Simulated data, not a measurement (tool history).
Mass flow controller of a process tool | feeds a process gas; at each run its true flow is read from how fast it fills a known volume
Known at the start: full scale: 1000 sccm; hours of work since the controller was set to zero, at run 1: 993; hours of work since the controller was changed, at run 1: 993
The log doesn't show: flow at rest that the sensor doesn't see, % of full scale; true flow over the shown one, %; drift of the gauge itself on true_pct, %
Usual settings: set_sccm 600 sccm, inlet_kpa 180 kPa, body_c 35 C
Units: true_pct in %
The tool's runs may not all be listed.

run    hour  set_sccm  inlet_kpa  body_c  hours of work since the controller was set to zero  hours of work since the controller was changed  true_pct
  1       0       600        180      35                                                 993                                             993     98.77
  2    93.9       600        180      35                                                1048                                            1048     98.77
  3   223.4       600        180      35                                                1124                                            1124     98.66
  4   414.9       600        180      35                                                1237                                            1237     98.71
  5   526.3       600        180      35                                                1302                                            1302     98.77
  6   683.8       600        180      35                                                1394                                            1394     98.76
  7   793.5       600        147      35                                                1459                                            1459     98.91
  8   983.8       122        167      35                                                1570                                            1570     97.76
  9  1078.5       600        165      37                                                1626                                            1626     98.88
 10  1191.7       526        165      23                                                1692                                            1692     99.23
 11  1333.6       526        165      23                                                1775                                            1775     99.41
 12    1467       262        151      22                                                1854                                            1854     98.96
 13  1662.1       262        151      22                                                1968                                            1968     98.94

5 ways to go on from here, each from the tool as it stands after run 13. What would each give?
  A  1781.8       193        177      30                                                2038                                            2038         ?
  B  1781.8       115        258      31                                                2038                                            2038         ?
  C  1781.8       814        236      21                                                2038                                            2038         ?
  D  1781.8       250        212      32                                                2038                                            2038         ?
  E  1781.8       262        151      34                                                2038                                            2038         ?

run  true_pct
  A     98.17
  B     97.43
  C     99.56
  D     97.99
  E     98.28
Without the tool's hidden state the same runs would have given:
run  true_pct
  A     98.18
  B     97.45
  C     99.56
  D        98
  E     98.29

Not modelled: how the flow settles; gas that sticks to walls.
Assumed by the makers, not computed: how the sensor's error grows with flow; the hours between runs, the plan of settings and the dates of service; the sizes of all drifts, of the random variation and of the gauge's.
